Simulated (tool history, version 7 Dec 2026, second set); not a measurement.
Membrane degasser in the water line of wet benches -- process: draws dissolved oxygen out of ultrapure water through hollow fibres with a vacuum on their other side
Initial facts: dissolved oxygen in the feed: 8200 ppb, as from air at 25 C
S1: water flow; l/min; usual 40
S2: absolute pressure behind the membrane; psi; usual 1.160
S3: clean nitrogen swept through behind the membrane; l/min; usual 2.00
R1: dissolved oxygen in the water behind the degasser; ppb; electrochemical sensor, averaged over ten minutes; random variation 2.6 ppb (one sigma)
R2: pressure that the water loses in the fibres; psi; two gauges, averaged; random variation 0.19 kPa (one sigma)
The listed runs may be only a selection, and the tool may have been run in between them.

run 1 hour=0.0 | S1=40 S2=1.160 S3=2.00 | R1=257.9 R2=5.361
run 2 hour=330.7 | S1=40 S2=1.160 S3=2.00 | R1=260.4 R2=5.342
run 3 hour=496.3 | S1=40 S2=1.160 S3=2.00 | R1=254.4 R2=5.374
run 4 hour=696.8 | S1=41 S2=1.160 S3=2.00 | R1=267.0 R2=5.497
-- hour=974.9 membrane cartridge changed
run 5 hour=1016.3 | S1=41 S2=1.160 S3=2.00 | R1=268.3 R2=5.587
run 6 hour=1231.2 | S1=40 S2=1.160 S3=2.00 | R1=258.7 R2=5.401
run 7 hour=1458.4 | S1=32 S2=1.160 S3=2.00 | R1=194.7 R2=4.308
run 8 hour=1725.0 | S1=26 S2=1.160 S3=2.00 | R1=152.6 R2=3.522
run 9 hour=1923.1 | S1=26 S2=1.160 S3=2.00 | R1=156.0 R2=3.479
run 10 hour=2251.4 | S1=40 S2=1.160 S3=2.00 | R1=255.2 R2=5.366
run 11 hour=2409.0 | S1=40 S2=1.160 S3=2.00 | R1=255.9 R2=5.442
run 12 hour=2743.2 | S1=40 S2=1.160 S3=2.00 | R1=260.5 R2=5.464
-- hour=2905.7 vacuum gauge calibrated
-- hour=3011.2 seals of the vacuum lines changed
run 13 hour=3039.1 | S1=47 S2=1.160 S3=2.00 | R1=310.8 R2=6.392
run 14 hour=3324.0 | S1=40 S2=1.160 S3=1.69 | R1=290.2 R2=5.464
run 15 hour=3624.6 | S1=40 S2=1.160 S3=1.69 | R1=286.8 R2=5.459
run 16 hour=3896.4 | S1=40 S2=1.160 S3=2.00 | R1=257.3 R2=5.469
run 17 hour=4237.2 | S1=50 S2=1.160 S3=2.42 | R1=307.3 R2=6.833
run 18 hour=4491.5 | S1=40 S2=1.366 S3=2.00 | R1=318.8 R2=5.478
run 19 hour=4637.2 | S1=31 S2=1.366 S3=2.82 | R1=177.3 R2=4.250
run 20 hour=4813.2 | S1=31 S2=1.172 S3=2.16 | R1=179.0 R2=4.247

For run 21, what comes out?
run 21 hour=5016.9 | S1=35 S2=1.285 S3=1.01 | R1=? R2=?

{"run 21": {"R1": 420.0, "R2": 4.807}}
With no hidden state in the tool, this same run would have given R1 419.7 ppb, R2 4.705 psi.

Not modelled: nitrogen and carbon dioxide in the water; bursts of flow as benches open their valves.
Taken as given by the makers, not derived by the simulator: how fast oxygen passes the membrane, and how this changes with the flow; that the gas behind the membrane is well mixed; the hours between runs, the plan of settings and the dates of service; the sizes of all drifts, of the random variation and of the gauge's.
